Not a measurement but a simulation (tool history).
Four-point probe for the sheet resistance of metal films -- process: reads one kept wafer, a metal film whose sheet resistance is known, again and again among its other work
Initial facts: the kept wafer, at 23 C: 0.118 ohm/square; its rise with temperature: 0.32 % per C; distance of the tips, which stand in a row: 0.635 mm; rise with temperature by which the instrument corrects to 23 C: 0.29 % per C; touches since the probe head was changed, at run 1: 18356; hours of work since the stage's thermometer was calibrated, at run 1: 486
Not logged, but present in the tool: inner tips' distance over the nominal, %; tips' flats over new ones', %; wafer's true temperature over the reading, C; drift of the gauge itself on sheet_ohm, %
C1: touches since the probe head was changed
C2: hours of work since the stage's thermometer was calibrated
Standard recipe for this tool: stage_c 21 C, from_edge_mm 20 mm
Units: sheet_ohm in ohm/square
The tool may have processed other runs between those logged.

Run 1, hour 0.0: usual settings; C1 18356; C2 486. Result: sheet_ohm 0.118189 ohm/square.
Run 2, hour 10.4: usual settings; C1 18707; C2 493. Result: sheet_ohm 0.118166 ohm/square.
Run 3, hour 22.5: usual settings but from_edge_mm 6 mm; C1 19115; C2 501. Result: sheet_ohm 0.118818 ohm/square.
Run 4, hour 36.5: usual settings but stage_c 30 C, from_edge_mm 6 mm; C1 19586; C2 511. Result: sheet_ohm 0.119189 ohm/square.
Run 5, hour 45.6: usual settings but stage_c 30 C, from_edge_mm 6 mm; C1 19890; C2 517. Result: sheet_ohm 0.119202 ohm/square.
Run 6, hour 52.4: usual settings but stage_c 30 C, from_edge_mm 6 mm; C1 20120; C2 521. Result: sheet_ohm 0.119136 ohm/square.
Run 7, hour 61.8: usual settings; C1 20436; C2 528. Result: sheet_ohm 0.118248 ohm/square.
Run 8, hour 75.5: usual settings; C1 20898; C2 537. Result: sheet_ohm 0.118249 ohm/square.
Run 9, hour 86.5: usual settings; C1 21266; C2 544. Result: sheet_ohm 0.118199 ohm/square.
Run 10, hour 93.8: usual settings but from_edge_mm 3 mm; C1 21513; C2 549. Result: sheet_ohm 0.120963 ohm/square.
Run 11, hour 105.1: usual settings but from_edge_mm 3 mm; C1 21894; C2 557. Result: sheet_ohm 0.120995 ohm/square.
Run 12, hour 116.2: usual settings but stage_c 27 C; C1 22266; C2 564. Result: sheet_ohm 0.118461 ohm/square.
Run 13, hour 124.5: usual settings but stage_c 26 C; C1 22547; C2 570. Result: sheet_ohm 0.118431 ohm/square.
Run 14, hour 136.3: usual settings but stage_c 18 C; C1 22944; C2 578. Result: sheet_ohm 0.118184 ohm/square.
Run 15, hour 147.8: usual settings but stage_c 18 C; C1 23331; C2 585. Result: sheet_ohm 0.118149 ohm/square.
Run 16, hour 154.5: usual settings; C1 23557; C2 590. Result: sheet_ohm 0.118258 ohm/square.
Run 17, hour 165.1: usual settings but stage_c 30 C; C1 23914; C2 597. Result: sheet_ohm 0.118572 ohm/square.
Run 18, hour 177.2: usual settings; C1 24320; C2 605. Result: sheet_ohm 0.118266 ohm/square.
Run 19, hour 191.2: usual settings; C1 24791; C2 614. Result: sheet_ohm 0.118264 ohm/square.
Run 20, hour 204.1: usual settings; C1 25224; C2 623. Result: sheet_ohm 0.118268 ohm/square.
Run 21, hour 212.0: usual settings; C1 25490; C2 628. Result: sheet_ohm 0.118307 ohm/square.
Run 22, hour 219.8: usual settings; C1 25753; C2 633. Result: sheet_ohm 0.118289 ohm/square.
Run 23, hour 230.2: usual settings; C1 26102; C2 640. Result: sheet_ohm 0.118303 ohm/square.
Run 24, hour 237.0: usual settings but stage_c 23 C, from_edge_mm 59 mm; C1 26332; C2 645. Result: sheet_ohm 0.118300 ohm/square.
Run 25, hour 245.7: usual settings but stage_c 23 C, from_edge_mm 59 mm; C1 26626; C2 651. Result: sheet_ohm 0.118330 ohm/square.
Run 26, hour 257.9: usual settings but stage_c 23 C, from_edge_mm 59 mm; C1 27037; C2 659. Result: sheet_ohm 0.118329 ohm/square.
Run 27, hour 270.8: usual settings but stage_c 23 C, from_edge_mm 59 mm; C1 27470; C2 668. Result: sheet_ohm 0.118306 ohm/square.
Run 28, hour 284.1: usual settings but stage_c 23 C, from_edge_mm 59 mm; C1 27916; C2 677. Result: sheet_ohm 0.118315 ohm/square.
Run 29, hour 297.2: usual settings but stage_c 23 C, from_edge_mm 59 mm; C1 28357; C2 685. Result: sheet_ohm 0.118289 ohm/square.
Run 30, hour 308.1: usual settings but stage_c 35 C, from_edge_mm 59 mm; C1 28723; C2 693. Result: sheet_ohm 0.118763 ohm/square.
Run 31, hour 319.4: usual settings but stage_c 31 C, from_edge_mm 12 mm; C1 29106; C2 700. Result: sheet_ohm 0.118821 ohm/square.
At hour 321.0: stage's thermometer calibrated.
Run 32, hour 331.4: usual settings but stage_c 31 C, from_edge_mm 12 mm; C1 29493; C2 7. Result: sheet_ohm 0.118867 ohm/square.
Run 33, hour 344.3: usual settings but stage_c 31 C, from_edge_mm 12 mm; C1 29925; C2 16. Result: sheet_ohm 0.118856 ohm/square.
Run 34, hour 359.1: usual settings but stage_c 31 C, from_edge_mm 12 mm; C1 30425; C2 26. Result: sheet_ohm 0.118866 ohm/square.
Run 35, hour 366.5: usual settings but from_edge_mm 49 mm; C1 30672; C2 30. Result: sheet_ohm 0.118337 ohm/square.
At hour 374.0: stage's thermometer calibrated, once more.
Run 36, hour 381.1: usual settings but from_edge_mm 38 mm; C1 31147; C2 5. Result: sheet_ohm 0.118193 ohm/square.
Run 37, hour 390.4: usual settings but from_edge_mm 66 mm; C1 31461; C2 11. Result: sheet_ohm 0.118206 ohm/square.
Run 38, hour 399.0: usual settings but stage_c 20 C, from_edge_mm 30 mm; C1 31750; C2 17. Result: sheet_ohm 0.118177 ohm/square.
Run 39, hour 411.2: usual settings but stage_c 20 C, from_edge_mm 30 mm; C1 32159; C2 25. Result: sheet_ohm 0.118240 ohm/square.
Run 40, hour 422.7: usual settings but stage_c 31 C, from_edge_mm 5 mm; C1 32548; C2 33. Result: sheet_ohm 0.119577 ohm/square.
Run 41, hour 432.1: usual settings but stage_c 19 C, from_edge_mm 4 mm; C1 32863; C2 39. Result: sheet_ohm 0.119766 ohm/square.
Run 42, hour 444.9: usual settings but stage_c 19 C, from_edge_mm 4 mm; C1 33293; C2 47. Result: sheet_ohm 0.119768 ohm/square.
Run 43, hour 455.1: usual settings but stage_c 24 C, from_edge_mm 37 mm; C1 33638; C2 54. Result: sheet_ohm 0.118382 ohm/square.
Run 44, hour 467.2: usual settings but stage_c 20 C, from_edge_mm 48 mm; C1 34045; C2 62. Result: sheet_ohm 0.118246 ohm/square.
Run 45, hour 475.0: usual settings but from_edge_mm 5 mm; C1 34307; C2 68. Result: sheet_ohm 0.119196 ohm/square.

A few steps of sheet_ohm between consecutive runs. Split each: what settings, incoming material and random variation would produce without the hidden state, and what is left over for the hidden state, along with gauge scatter present in only one of the two compared results (measured, and without hidden state):
Run 9 -> 10: from_edge_mm 20 -> 3. sheet_ohm +0.002764 ohm/square: hidden state +0.000010, all else +0.002754.
Run 11 -> 12: stage_c 21 -> 27, from_edge_mm 3 -> 20. sheet_ohm -0.002534 ohm/square: hidden state -0.000001, all else -0.002533.
Run 31 -> 32: stage's thermometer calibrated. sheet_ohm +0.000046 ohm/square: hidden state +0.000060, all else -0.000014.
Run 35 -> 36: from_edge_mm 49 -> 38, stage's thermometer calibrated, once more. sheet_ohm -0.000144 ohm/square: hidden state -0.000146, all else +0.000002.
Run 42 -> 43: stage_c 19 -> 24, from_edge_mm 4 -> 37. sheet_ohm -0.001386 ohm/square: hidden state +0.000002, all else -0.001388.

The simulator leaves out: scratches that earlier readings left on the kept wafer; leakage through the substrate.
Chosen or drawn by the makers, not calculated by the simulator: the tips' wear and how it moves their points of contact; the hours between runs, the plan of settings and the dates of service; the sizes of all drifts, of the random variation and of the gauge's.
